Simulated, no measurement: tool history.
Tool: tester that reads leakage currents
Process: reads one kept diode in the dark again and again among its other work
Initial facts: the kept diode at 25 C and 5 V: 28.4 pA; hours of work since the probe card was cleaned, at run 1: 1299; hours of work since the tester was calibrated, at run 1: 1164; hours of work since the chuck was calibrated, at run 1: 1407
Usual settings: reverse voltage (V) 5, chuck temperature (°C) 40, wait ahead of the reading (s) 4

run	hour	reverse voltage (V)	chuck temperature (°C)	wait ahead of the reading (s)	hours of work since the probe card was cleaned	hours of work since the tester was calibrated	hours of work since the chuck was calibrated	current that the tester gives (pA)
1	0	5	40	4	1299	1164	1407	132.3
2	37.4	5	35	4	1314	1179	1422	91.58
3	98.1	5	35	4	1338	1204	1446	91.8
4	153.1	5	35	4	1361	1226	1468	92.39
5	221.7	5	54	4	1388	1253	1496	375.93
# hour 265: probe card cleaned and baked
6	308.5	5	54	4	17	1287	1530	383.84
7	383	5	40	0.46	47	1317	1559	143.55
8	434.1	5	40	0.46	68	1337	1580	144.03
9	476.9	5	40	4	85	1355	1597	139.88
10	535.5	5	40	4	109	1378	1621	140.63
11	580.9	5	40	4	127	1396	1639	141.8
# hour 591.5: probe card cleaned and baked, once more
12	632.1	5	40	4	16	1416	1658	123.06
13	699.1	5	40	4	43	1443	1685	124.04
14	763.7	5	40	4	69	1469	1711	124.14
15	835.9	5	40	4.2	98	1498	1740	124.51
16	880.2	11.52	36	4	116	1515	1758	134.91
17	939.6	1.4	28	1.58	140	1539	1782	24.75
18	1020	10.06	32	5.41	172	1572	1814	91.73
19	1095.5	13.79	33	2.86	202	1602	1845	119.68
# hour 1119: chuck's temperature calibrated
20	1136.6	13.79	33	2.86	218	1618	7	101.72
21	1174.8	2.65	21	1.99	234	1633	22	16.2
22	1254.7	5.9	60	4	266	1665	55	547.94
23	1318.7	7.73	23	4	291	1691	80	34.25
24	1392.5	7.73	23	4	321	1720	110	34.68
25	1436.2	12.3	29	4.49	339	1738	127	72.12
26	1525.1	12.3	29	4.49	374	1774	163	73.61
27	1578.1	12.3	29	4.49	396	1795	184	73.43

Predict each of these 4 candidate next runs independently; none follows another, all start after run 27:
A	1620.4	10.39	29	1.5	413	1812	201	?
B	1620.4	12.3	50	0.7	413	1812	201	?
C	1620.4	10.48	40	5.43	413	1812	201	?
D	1620.4	10.09	29	0.31	413	1812	201	?

run	current that the tester gives (pA)
A	69.32
B	380.7
C	160.55
D	78.07
What these runs would have given with no unlogged condition in the tool:
run	current that the tester gives (pA)
A	60.49
B	366.13
C	150.31
D	69.43

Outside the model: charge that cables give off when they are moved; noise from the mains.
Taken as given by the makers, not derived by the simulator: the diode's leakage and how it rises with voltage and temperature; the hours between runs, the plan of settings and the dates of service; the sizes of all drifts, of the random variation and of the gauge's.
